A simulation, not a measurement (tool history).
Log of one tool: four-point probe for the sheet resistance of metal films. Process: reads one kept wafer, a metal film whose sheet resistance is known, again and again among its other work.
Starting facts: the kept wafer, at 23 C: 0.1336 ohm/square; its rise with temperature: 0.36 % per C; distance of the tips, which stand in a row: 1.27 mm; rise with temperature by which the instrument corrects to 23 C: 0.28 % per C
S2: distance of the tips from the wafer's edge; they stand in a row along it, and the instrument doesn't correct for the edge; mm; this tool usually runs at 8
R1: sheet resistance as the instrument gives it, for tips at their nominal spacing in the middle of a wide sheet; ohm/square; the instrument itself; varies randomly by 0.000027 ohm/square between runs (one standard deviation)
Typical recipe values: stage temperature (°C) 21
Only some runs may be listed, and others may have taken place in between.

Run 1, hour 0: usual settings. Result: R1 0.135174 ohm/square.
Run 2, hour 29.6: usual settings. Result: R1 0.135217 ohm/square.
Run 3, hour 84.6: usual settings. Result: R1 0.135145 ohm/square.
Run 4, hour 134.4: usual settings. Result: R1 0.135196 ohm/square.
Run 5, hour 188.1: usual settings. Result: R1 0.135184 ohm/square.
Run 6, hour 244.8: usual settings. Result: R1 0.135204 ohm/square.
Run 7, hour 303.8: usual settings. Result: R1 0.135208 ohm/square.
Run 8, hour 346.7: usual settings but S2 5 mm. Result: R1 0.137845 ohm/square.
Run 9, hour 376.5: usual settings but S2 5 mm. Result: R1 0.137854 ohm/square.
Run 10, hour 403.3: usual settings but S2 5 mm. Result: R1 0.137889 ohm/square.
Run 11, hour 429.9: usual settings but S2 12 mm. Result: R1 0.134206 ohm/square.
Run 12, hour 459.3: usual settings but S2 12 mm. Result: R1 0.134193 ohm/square.
Run 13, hour 505.9: usual settings but S2 12 mm. Result: R1 0.134167 ohm/square.
Run 14, hour 543.1: usual settings but S2 12 mm. Result: R1 0.134172 ohm/square.
Run 15, hour 595.1: usual settings but S2 12 mm. Result: R1 0.134112 ohm/square.
Run 16, hour 633.3: usual settings but S2 12 mm. Result: R1 0.134237 ohm/square.
Run 17, hour 672.7: usual settings. Result: R1 0.135142 ohm/square.
Run 18, hour 716.5: usual settings. Result: R1 0.135201 ohm/square.
Run 19, hour 770.8: usual settings. Result: R1 0.135163 ohm/square.
Run 20, hour 799.1: usual settings. Result: R1 0.13519 ohm/square.
Run 21, hour 864.1: usual settings. Result: R1 0.135174 ohm/square.
Run 22, hour 919: usual settings. Result: R1 0.135228 ohm/square.
Run 23, hour 947.6: usual settings but stage temperature (°C) 30. Result: R1 0.136022 ohm/square.
Run 24, hour 973.7: usual settings but stage temperature (°C) 35, S2 12 mm. Result: R1 0.135523 ohm/square.
Run 25, hour 1038.1: usual settings but stage temperature (°C) 23. Result: R1 0.135316 ohm/square.
Run 26, hour 1102.4: usual settings but stage temperature (°C) 26, S2 60 mm. Result: R1 0.133905 ohm/square.
Run 27, hour 1161.4: usual settings but stage temperature (°C) 26, S2 60 mm. Result: R1 0.133893 ohm/square.
Run 28, hour 1221.9: usual settings but stage temperature (°C) 34, S2 3 mm. Result: R1 0.146417 ohm/square.
Run 29, hour 1263.4: usual settings but stage temperature (°C) 28, S2 40 mm. Result: R1 0.134182 ohm/square.
Run 30, hour 1309.7: usual settings but stage temperature (°C) 23, S2 4 mm. Result: R1 0.140438 ohm/square.
Run 31, hour 1364.5: usual settings but stage temperature (°C) 20, S2 5 mm. Result: R1 0.137779 ohm/square.
Run 32, hour 1417.7: usual settings but stage temperature (°C) 35, S2 17 mm. Result: R1 0.135131 ohm/square.
Run 33, hour 1457.1: usual settings but stage temperature (°C) 20, S2 5 mm. Result: R1 0.137753 ohm/square.
Run 34, hour 1495.2: usual settings but stage temperature (°C) 20, S2 5 mm. Result: R1 0.13777 ohm/square.
Run 35, hour 1528.9: usual settings but stage temperature (°C) 20, S2 5 mm. Result: R1 0.13777 ohm/square.
Run 36, hour 1584.5: usual settings but stage temperature (°C) 23, S2 18 mm. Result: R1 0.133917 ohm/square.
Run 37, hour 1621: usual settings but stage temperature (°C) 18, S2 3 mm. Result: R1 0.144765 ohm/square.
Run 38, hour 1667.6: usual settings but stage temperature (°C) 23, S2 41 mm. Result: R1 0.133618 ohm/square.
Run 39, hour 1701: usual settings but stage temperature (°C) 23, S2 41 mm. Result: R1 0.133631 ohm/square.
Run 40, hour 1753.2: usual settings but stage temperature (°C) 22, S2 15 mm. Result: R1 0.134026 ohm/square.
Run 41, hour 1791.6: usual settings but stage temperature (°C) 28, S2 49 mm. Result: R1 0.134138 ohm/square.
At hour 1821.9: new probe head fitted.
Run 42, hour 1847.4: usual settings but stage temperature (°C) 20. Result: R1 0.13509 ohm/square.
Run 43, hour 1892.1: usual settings but stage temperature (°C) 31, S2 3 mm. Result: R1 0.146072 ohm/square.
Run 44, hour 1952.4: usual settings but stage temperature (°C) 18, S2 7 mm. Result: R1 0.135424 ohm/square.
Run 45, hour 1984.3: usual settings but stage temperature (°C) 24, S2 6 mm. Result: R1 0.13686 ohm/square.

Here are 4 independent what-if runs from the current tool condition. What would each one return?
Run A, hour 2022.9: usual settings but stage temperature (°C) 26, S2 4 mm. Result: R1 ?.
Run B, hour 2022.9: usual settings but stage temperature (°C) 24, S2 31 mm. Result: R1 ?.
Run C, hour 2022.9: usual settings but stage temperature (°C) 22, S2 26 mm. Result: R1 ?.
Run D, hour 2022.9: usual settings but stage temperature (°C) 29, S2 29 mm. Result: R1 ?.

run        R1
  A  0.140743
  B   0.13386
  C  0.133607
  D    0.1343
Stripped of hidden state, with their random variation kept, the same runs would have yielded:
run        R1
  A  0.140752
  B  0.133868
  C  0.133616
  D  0.134309
